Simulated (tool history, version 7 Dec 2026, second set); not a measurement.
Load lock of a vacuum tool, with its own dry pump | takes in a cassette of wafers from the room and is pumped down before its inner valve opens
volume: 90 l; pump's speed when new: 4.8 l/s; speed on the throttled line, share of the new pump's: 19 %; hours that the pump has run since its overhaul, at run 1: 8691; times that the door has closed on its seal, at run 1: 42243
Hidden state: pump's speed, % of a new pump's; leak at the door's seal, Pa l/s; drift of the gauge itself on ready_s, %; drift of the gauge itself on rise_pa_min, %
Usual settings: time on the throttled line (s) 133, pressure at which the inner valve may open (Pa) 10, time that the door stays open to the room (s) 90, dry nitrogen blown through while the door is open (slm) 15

run	hour	time on the throttled line (s)	pressure at which the inner valve may open (Pa)	time that the door stays open to the room (s)	dry nitrogen blown through while the door is open (slm)	hours that the pump has run since its overhaul	times that the door has closed on its seal	incoming humidity of the room's air, %	time from the closed door until the inner valve may open (s)	rise of the pressure with all valves shut (Pa/min)
1	0	133	10	90	15	8691	42243	44	301.8	0.402
2	399	133	10	90	15	9090	44182	43.5	300.2	0.431
3	769.8	133	10	90	6	9461	45984	46.1	304.7	0.471
4	1102.2	133	10	200	15	9794	47600	49.8	302.9	0.504
5	1387.9	133	10	200	15	10079	48989	45.2	307.7	0.521
6	1663.5	133	10	200	15	10355	50328	44.2	309.3	0.54
7	2013	133	10	200	15	10704	52027	45.7	308.6	0.573
8	2228.5	133	10	90	15	10920	53074	42.4	305.6	0.569
# hour 2311.7: door's seal changed, seat wiped
9	2719.6	133	10	90	15	11409	1983	44.6	308.8	0.035
10	3220	133	10	90	15	11910	4415	45.3	310.1	0.038
11	3646	133	10	90	15	12336	6486	44	311.8	0.058
12	3905.3	133	10	90	15	12595	7746	44.9	311.2	0.06
13	4306.8	133	10	90	15	12997	9697	46.2	316.7	0.07
14	4788.7	133	10	90	15	13479	12039	48.8	311.2	0.084
# hour 4865.1: dry pump taken out, an overhauled one fitted
15	5307	133	10	90	15	442	14529	44.1	281.4	0.099
16	5565.1	133	10	90	15	700	15784	44.1	279.9	0.105
17	5938.2	133	10	90	15	1073	17597	46.7	280.7	0.125
18	6364.2	133	10	90	15	1499	19668	46.5	281.8	0.131
19	6676.9	133	15	211	34	1812	21187	44.6	276.4	0.144
20	7147.1	133	15	27	34	2282	23473	41.8	274.5	0.14
21	7397	143	9	58	18	2532	24687	44.8	294.5	0.163
22	7826.3	126	14	90	15	2961	26774	44.6	270.9	0.195
23	8206.4	133	10	57	25	3341	28621	50	284.8	0.196
24	8427	133	10	27	15	3562	29693	41.5	288.1	0.211
25	8764.2	133	10	27	15	3899	31332	46.6	288.5	0.23
26	9117.4	133	10	27	15	4252	33049	46.6	287.6	0.253
27	9558.1	91	20	90	15	4693	35191	42.7	241	0.277
28	9792	91	20	153	37	4927	36328	43.7	242.8	0.29
29	10034.8	91	20	153	37	5170	37508	42.4	243.8	0.31
30	10532.6	91	20	153	37	5668	39927	45.1	244.5	0.33
31	10770.3	91	20	153	37	5905	41083	44.1	242.6	0.355
32	11081.4	133	11	28	15	6216	42594	47.8	289.5	0.366
33	11538.8	133	11	28	15	6674	44818	48.5	290	0.398
34	11856.1	114	10	90	15	6991	46360	45.8	281	0.444
35	12116.6	251	10	90	20	7252	47626	48.2	390.2	0.454
36	12551.4	251	10	90	20	7686	49739	43.3	391	0.483

Forecast each of these 3 alternatives for the next run:
A	12783.1	150	8	182	15	7918	50865	45	?	?
B	12783.1	251	10	90	5	7918	50865	44.5	?	?
C	12783.1	68	10	90	17	7918	50865	45.6	?	?

run	time from the closed door until the inner valve may open (s)	rise of the pressure with all valves shut (Pa/min)
A	319.2	0.528
B	392.6	0.518
C	244.9	0.504
Without the tool's hidden state the same runs would have given:
run	time from the closed door until the inner valve may open (s)	rise of the pressure with all valves shut (Pa/min)
A	301.3	0.044
B	377.9	0.042
C	226.4	0.024
